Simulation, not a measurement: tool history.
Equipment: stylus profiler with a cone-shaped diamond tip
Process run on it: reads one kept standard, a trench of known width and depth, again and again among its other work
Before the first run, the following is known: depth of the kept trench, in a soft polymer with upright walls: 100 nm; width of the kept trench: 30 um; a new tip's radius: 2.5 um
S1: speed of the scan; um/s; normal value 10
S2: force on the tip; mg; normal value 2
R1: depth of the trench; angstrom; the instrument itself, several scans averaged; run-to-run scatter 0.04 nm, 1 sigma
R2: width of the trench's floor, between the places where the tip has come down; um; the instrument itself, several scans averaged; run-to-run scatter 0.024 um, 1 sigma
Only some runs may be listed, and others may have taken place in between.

run     day  S1    S2      R1     R2
  1       0  10     2  1012.6  28.53
  2   2.029  10     2  1012.3  28.52
  3   4.629   5     2  1012.6  28.55
  4   7.425   5     2  1012.2  28.57
  5   8.888  10  1.08  1008.1   28.5
  6  10.792  10  2.28  1013.9  28.55
  7  12.583  10  1.18  1008.1  28.48
  8    14.4  10     2  1012.1  28.54
  9  16.233  10     2    1012  28.48
 10  18.029  10     2  1012.2  28.52
 11  19.346  10     2  1012.1  28.51
 12  22.479  10     2  1012.6   28.5
 13  24.779  10     2  1012.7  28.51
 14  27.496  10     2  1012.4  28.54
 15  29.617  10     2  1012.7   28.5
 16  31.788  10     2  1012.7  28.51
 17  34.008  10  1.52  1009.2  28.52
 18  36.946  10     2  1012.6  28.48
 19  39.158  10  4.39  1020.1  28.54
 20  40.833  10  1.57  1011.4  28.51
 21  42.588  10  1.57  1010.5  28.46
 22  44.692   3     2  1011.8  28.57
 23  47.683   2     2  1013.1   28.6
 24  50.371   5  3.27  1017.2  28.63
 25  51.833   5  3.27  1017.5  28.59
 26  53.867  10  0.86  1006.9  28.48
 27  55.733   2  0.76  1005.9  28.58
 28  57.975  10   1.2  1008.4  28.54
 29  61.133   6  1.34  1010.2  28.57
 30  63.779   6  1.34  1009.7  28.53
 31  65.067  10  0.86  1007.4  28.48
 32  66.388   4  3.09  1016.5  28.56
 33  69.262  32     2  1012.8  28.36
 34  70.633  32     2  1011.6  28.35
 35  73.183  32     2  1012.7  28.34
 36  76.104   4  3.31  1017.1  28.57
 37  78.708   4  3.31  1017.4  28.55
 38  80.038   4  3.31  1017.6  28.57
 39   83.25   3  2.99  1016.1  28.57
 40  86.088   3  2.99    1016  28.66
 41  87.612   3  2.99  1016.2  28.56
 42  89.379   6  2.99  1016.4  28.55
 43  90.725  30  4.44  1020.9  28.46
 44  93.712  30  4.44  1021.2  28.38
 45  95.388  10   2.8    1015  28.54

Missing from the log above: 1 entry noted between runs. For each, name the pair of listed runs it sits between and say how the tool's hidden condition differs from the listed run just before to the listed run just after:
From run 34 to run 35: height scale calibrated on a step standard (day 73.183)
  radius of the tip, um: 2.53 -> 2.54; height scale over the true one, %: 0.021 -> 0

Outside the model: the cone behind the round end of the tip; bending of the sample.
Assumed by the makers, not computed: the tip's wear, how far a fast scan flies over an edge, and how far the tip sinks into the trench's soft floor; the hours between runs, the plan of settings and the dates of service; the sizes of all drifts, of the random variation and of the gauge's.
